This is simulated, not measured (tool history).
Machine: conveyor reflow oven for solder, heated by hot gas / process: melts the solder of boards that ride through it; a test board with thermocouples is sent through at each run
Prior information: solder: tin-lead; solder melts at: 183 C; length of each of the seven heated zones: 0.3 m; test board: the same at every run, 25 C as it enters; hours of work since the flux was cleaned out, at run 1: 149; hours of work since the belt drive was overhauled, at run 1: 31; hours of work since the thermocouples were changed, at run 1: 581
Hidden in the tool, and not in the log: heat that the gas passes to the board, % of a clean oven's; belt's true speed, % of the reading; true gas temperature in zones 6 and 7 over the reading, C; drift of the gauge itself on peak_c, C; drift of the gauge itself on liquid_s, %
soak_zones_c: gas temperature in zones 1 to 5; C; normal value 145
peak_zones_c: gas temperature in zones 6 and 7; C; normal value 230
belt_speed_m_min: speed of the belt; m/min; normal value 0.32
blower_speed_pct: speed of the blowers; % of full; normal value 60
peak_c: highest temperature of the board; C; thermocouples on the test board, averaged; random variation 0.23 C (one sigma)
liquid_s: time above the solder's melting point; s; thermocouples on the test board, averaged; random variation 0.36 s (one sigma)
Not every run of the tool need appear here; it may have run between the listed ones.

run   hour  soak_zones_c  peak_zones_c  belt_speed_m_min  blower_speed_pct  hours of work since the flux was cleaned out  hours of work since the belt drive was overhauled  hours of work since the thermocouples were changed  peak_c  liquid_s
  1      0           145           230              0.32                60                                           149                                                 31                                                 581   215.1      86.1
  2      9           145           230              0.32                60                                           153                                                 35                                                 585   215.3      86.2
  3   26.5           145           230              0.32                57                                           160                                                 42                                                 592   214.7      84.6
  4   37.3           145           230              0.32                57                                           165                                                 47                                                 597   214.8      85.2
  5   46.5           145           230              0.32                57                                           169                                                 50                                                 601   214.5      85.3
  6   57.8           145           230              0.32                57                                           173                                                 55                                                 605   214.6      84.3
  7   75.3           145           230             0.353                60                                           181                                                 63                                                 613   212.5      73.4
  8   88.5           145           230             0.353                60                                           186                                                 68                                                 618   211.9      73.6
  9    103           145           229              0.32                79                                           192                                                 74                                                 625   217.8      90.3
 10  116.7           145           229              0.32                79                                           198                                                 80                                                 630   217.4      90.8
     128.2  -- flux residue cleaned out of gas plates and filters
 11  138.7           138           239             0.354                87                                             4                                                 87                                                 638   224.8      83.1

What will run 12 give?
 12  155.2           145           240             0.321                60                                            11                                                 94                                                 645       ?         ?

Run 12 produced peak_c 224.1 C, liquid_s 93.9 s.
Take away the tool's hidden state, keep the run-to-run variation as it was, and the same run would have given peak_c 224 C, liquid_s 93.8 s.
